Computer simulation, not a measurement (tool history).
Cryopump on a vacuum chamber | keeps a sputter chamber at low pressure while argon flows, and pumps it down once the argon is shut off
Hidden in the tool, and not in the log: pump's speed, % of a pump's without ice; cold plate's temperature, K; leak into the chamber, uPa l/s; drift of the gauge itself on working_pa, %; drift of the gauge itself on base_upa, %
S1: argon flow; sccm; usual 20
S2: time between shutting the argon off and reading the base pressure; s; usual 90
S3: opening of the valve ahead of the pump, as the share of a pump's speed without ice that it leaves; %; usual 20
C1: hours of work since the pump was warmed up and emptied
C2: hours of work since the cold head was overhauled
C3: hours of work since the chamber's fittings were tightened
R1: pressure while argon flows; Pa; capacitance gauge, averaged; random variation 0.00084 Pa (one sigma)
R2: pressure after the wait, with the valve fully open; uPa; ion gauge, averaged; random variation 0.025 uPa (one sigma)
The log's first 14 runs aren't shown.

| run | hour | S1 | S2 | S3 | C1 | C2 | C3 | R1 | R2 |
|---|---|---|---|---|---|---|---|---|---|
| 15 | 806.4 | 12 | 90 | 20 | 695 | 695 | 216 | 0.1058 | 1.11 |
| 16 | 848.1 | 12 | 90 | 20 | 721 | 721 | 241 | 0.1052 | 1.15 |
| 17 | 933.5 | 12 | 90 | 20 | 773 | 773 | 294 | 0.1053 | 1.17 |
| 18 | 979.1 | 12 | 90 | 20 | 801 | 801 | 322 | 0.1056 | 1.2 |
| 19 | 1051.9 | 10 | 122 | 24 | 846 | 846 | 367 | 0.0747 | 1.05 |
| 20 | 1113.3 | 20 | 206 | 25 | 884 | 884 | 405 | 0.1451 | 0.84 |
| 21 | 1157.6 | 20 | 90 | 31 | 911 | 911 | 432 | 0.1188 | 1.21 |
| 22 | 1225.5 | 19 | 90 | 30 | 953 | 953 | 474 | 0.1165 | 1.3 |
|  | 1244 | pump warmed up, emptied and cooled again |
| 23 | 1277.3 | 32 | 86 | 20 | 21 | 982 | 503 | 0.2688 | 1.2 |
| 24 | 1348.9 | 32 | 48 | 35 | 65 | 1026 | 547 | 0.1557 | 1.72 |
| 25 | 1418.4 | 16 | 37 | 34 | 107 | 1069 | 590 | 0.0799 | 2.1 |
| 26 | 1502.2 | 16 | 37 | 34 | 159 | 1121 | 641 | 0.0798 | 2.1 |
| 27 | 1573.7 | 20 | 63 | 40 | 203 | 1165 | 685 | 0.0858 | 1.5 |
| 28 | 1658.1 | 9 | 90 | 20 | 255 | 1217 | 737 | 0.0772 | 1.25 |
| 29 | 1733.3 | 9 | 90 | 20 | 301 | 1263 | 783 | 0.0773 | 1.25 |
| 30 | 1806.2 | 9 | 90 | 20 | 346 | 1308 | 828 | 0.0785 | 1.31 |
| 31 | 1849.2 | 28 | 248 | 20 | 373 | 1334 | 855 | 0.2401 | 0.91 |
| 32 | 1932.3 | 26 | 25 | 20 | 424 | 1386 | 906 | 0.2235 | 3.09 |
| 33 | 1991.4 | 9 | 63 | 20 | 460 | 1422 | 942 | 0.077 | 1.67 |

3 ways to go on from here, each from the tool as it stands after run 33. What would each give?
| A | 2065.3 | 14 | 99 | 20 | 506 | 1467 | 988 | ? | ? |
| B | 2065.3 | 23 | 63 | 29 | 506 | 1467 | 988 | ? | ? |
| C | 2065.3 | 32 | 74 | 37 | 506 | 1467 | 988 | ? | ? |

| run | R1 | R2 |
|---|---|---|
| A | 0.1212 | 1.34 |
| B | 0.1409 | 1.62 |
| C | 0.1559 | 1.52 |
Without the tool's hidden state the same runs would have given:
| run | R1 | R2 |
|---|---|---|
| A | 0.1173 | 0.92 |
| B | 0.1344 | 1.21 |
| C | 0.1468 | 1.11 |
